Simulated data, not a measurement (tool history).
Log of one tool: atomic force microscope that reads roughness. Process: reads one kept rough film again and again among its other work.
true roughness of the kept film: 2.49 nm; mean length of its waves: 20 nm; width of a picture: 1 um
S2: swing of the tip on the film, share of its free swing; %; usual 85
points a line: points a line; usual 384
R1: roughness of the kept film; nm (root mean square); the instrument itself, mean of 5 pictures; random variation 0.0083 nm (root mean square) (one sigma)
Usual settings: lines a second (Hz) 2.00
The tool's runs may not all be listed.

{"run": 1, "hour": 0.0, "lines a second (Hz)": 2.0, "S2": 85, "points a line": 384, "R1": 1.807}
{"run": 2, "hour": 16.0, "lines a second (Hz)": 2.0, "S2": 85, "points a line": 384, "R1": 1.811}
{"run": 3, "hour": 27.8, "lines a second (Hz)": 2.0, "S2": 85, "points a line": 384, "R1": 1.814}
{"run": 4, "hour": 44.3, "lines a second (Hz)": 2.0, "S2": 85, "points a line": 584, "R1": 1.823}
{"run": 5, "hour": 58.5, "lines a second (Hz)": 0.84, "S2": 85, "points a line": 584, "R1": 1.917}
{"run": 6, "hour": 67.8, "lines a second (Hz)": 0.84, "S2": 85, "points a line": 584, "R1": 1.918}
{"run": 7, "hour": 79.4, "lines a second (Hz)": 0.84, "S2": 85, "points a line": 584, "R1": 1.91}
{"run": 8, "hour": 88.9, "lines a second (Hz)": 1.39, "S2": 85, "points a line": 584, "R1": 1.873}
{"run": 9, "hour": 99.7, "lines a second (Hz)": 1.39, "S2": 85, "points a line": 584, "R1": 1.879}
{"run": 10, "hour": 115.2, "lines a second (Hz)": 1.39, "S2": 85, "points a line": 584, "R1": 1.886}
{"run": 11, "hour": 129.2, "lines a second (Hz)": 1.39, "S2": 85, "points a line": 584, "R1": 1.885}
{"run": 12, "hour": 143.7, "lines a second (Hz)": 1.39, "S2": 85, "points a line": 584, "R1": 1.873}
{"run": 13, "hour": 152.0, "lines a second (Hz)": 2.0, "S2": 85, "points a line": 384, "R1": 1.815}
{"run": 14, "hour": 165.6, "lines a second (Hz)": 1.67, "S2": 85, "points a line": 421, "R1": 1.854}
{"run": 15, "hour": 175.8, "lines a second (Hz)": 0.63, "S2": 86, "points a line": 309, "R1": 1.897}
{"hour": 179.5, "done": "new tip fitted"}
{"run": 16, "hour": 187.8, "lines a second (Hz)": 0.56, "S2": 57, "points a line": 379, "R1": 1.948}
{"run": 17, "hour": 201.3, "lines a second (Hz)": 1.62, "S2": 61, "points a line": 730, "R1": 1.955}
{"run": 18, "hour": 218.1, "lines a second (Hz)": 1.49, "S2": 84, "points a line": 407, "R1": 1.855}
{"run": 19, "hour": 231.2, "lines a second (Hz)": 1.49, "S2": 84, "points a line": 407, "R1": 1.866}
{"run": 20, "hour": 241.8, "lines a second (Hz)": 1.6, "S2": 83, "points a line": 275, "R1": 1.837}
{"run": 21, "hour": 250.1, "lines a second (Hz)": 1.6, "S2": 83, "points a line": 275, "R1": 1.827}
{"run": 22, "hour": 264.8, "lines a second (Hz)": 1.6, "S2": 83, "points a line": 275, "R1": 1.817}
{"run": 23, "hour": 278.2, "lines a second (Hz)": 1.6, "S2": 83, "points a line": 275, "R1": 1.836}
{"run": 24, "hour": 287.4, "lines a second (Hz)": 2.78, "S2": 73, "points a line": 462, "R1": 1.853}
{"run": 25, "hour": 297.5, "lines a second (Hz)": 1.17, "S2": 60, "points a line": 318, "R1": 1.913}
{"run": 26, "hour": 314.8, "lines a second (Hz)": 3.94, "S2": 70, "points a line": 371, "R1": 1.826}

4 ways to go on from here, each from the tool as it stands after run 26. What would each give?
{"run": "A", "hour": 330.3, "lines a second (Hz)": 2.0, "S2": 84, "points a line": 733, "R1": "?"}
{"run": "B", "hour": 330.3, "lines a second (Hz)": 2.0, "S2": 85, "points a line": 349, "R1": "?"}
{"run": "C", "hour": 330.3, "lines a second (Hz)": 2.0, "S2": 63, "points a line": 384, "R1": "?"}
{"run": "D", "hour": 330.3, "lines a second (Hz)": 2.0, "S2": 85, "points a line": 389, "R1": "?"}

run=A R1=1.824
run=B R1=1.820
run=C R1=1.936
run=D R1=1.805
Without the tool's hidden state the same runs would have given:
run=A R1=1.828
run=B R1=1.823
run=C R1=1.939
run=D R1=1.808
